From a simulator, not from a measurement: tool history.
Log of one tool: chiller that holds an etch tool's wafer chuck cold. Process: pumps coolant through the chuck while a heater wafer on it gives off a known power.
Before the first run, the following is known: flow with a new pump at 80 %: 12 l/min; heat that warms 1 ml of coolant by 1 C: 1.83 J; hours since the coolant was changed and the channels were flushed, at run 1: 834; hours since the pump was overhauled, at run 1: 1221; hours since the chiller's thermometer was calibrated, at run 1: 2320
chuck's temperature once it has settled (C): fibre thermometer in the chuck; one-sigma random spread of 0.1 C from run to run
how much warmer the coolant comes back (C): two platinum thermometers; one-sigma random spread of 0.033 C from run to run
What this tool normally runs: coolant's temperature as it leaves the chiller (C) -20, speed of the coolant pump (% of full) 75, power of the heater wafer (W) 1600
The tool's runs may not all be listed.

run	hour	coolant's temperature as it leaves the chiller (C)	speed of the coolant pump (% of full)	power of the heater wafer (W)	hours since the coolant was changed and the channels were flushed	hours since the pump was overhauled	hours since the chiller's thermometer was calibrated	chuck's temperature once it has settled (C)	how much warmer the coolant comes back (C)
1	0	-20	75	1600	834	1221	2320	-8.6	4.81
2	100.5	-20	75	1600	934	1321	2421	-8.6	4.82
3	189.1	-24	75	1600	1023	1410	2509	-12.5	4.77
# hour 278.8: chiller's thermometer calibrated
4	278.8	-24	75	1600	1112	1498	0	-12.9	4.78
5	362	-20	75	1600	1195	1582	83	-9	4.76
6	463.8	-20	75	1600	1297	1683	185	-9	4.76
7	571.2	-20	75	1600	1404	1791	292	-8.9	4.85
8	661.3	-20	69	1600	1494	1881	382	-8.1	5.22
9	766	-20	69	1600	1599	1986	487	-8.1	5.22
# hour 782.2: coolant pump overhauled
10	868.7	-20	69	1600	1697	86	585	-7.9	5.3
11	925.9	-20	75	1158	1754	144	642	-11.9	3.53
12	1030.5	-22	69	1158	1858	248	747	-13.3	3.81
13	1097.3	-22	69	1158	1925	315	814	-13.3	3.87
14	1170.8	-22	96	1158	1999	389	887	-14.9	2.8
15	1252.7	-22	96	1158	2081	470	969	-14.9	2.79
16	1328.6	-12	66	1788	2156	546	1045	2	6.19
# hour 1434: coolant pump overhauled, once more
17	1439	-12	85	1596	2262	5	1150	-2	4.11
18	1540.8	-15	73	2005	2364	107	1252	-0.8	5.95
19	1661.3	-15	73	2005	2484	227	1373	-0.9	5.98
20	1767.8	-17	75	1600	2591	334	1479	-5.7	4.66
21	1858.7	-19	75	1401	2682	425	1570	-9.2	4.09

What if the next run were any one of these 5? Each begins from the tool's condition after run 21:
A	1939.5	-19	98	2158	2762	506	1651	?	?
B	1939.5	-19	90	1396	2762	506	1651	?	?
C	1939.5	-27	62	803	2762	506	1651	?	?
D	1939.5	-23	75	1600	2762	506	1651	?	?
E	1939.5	-25	85	1401	2762	506	1651	?	?

run	chuck's temperature once it has settled (C)	how much warmer the coolant comes back (C)
A	-6.4	4.91
B	-10.2	3.46
C	-20.6	2.88
D	-11.8	4.69
E	-15.8	3.64
Without the tool's unlogged condition, the same runs would have read:
run	chuck's temperature once it has settled (C)	how much warmer the coolant comes back (C)
A	-7	4.89
B	-10.7	3.44
C	-21	2.87
D	-12.3	4.67
E	-16.3	3.62
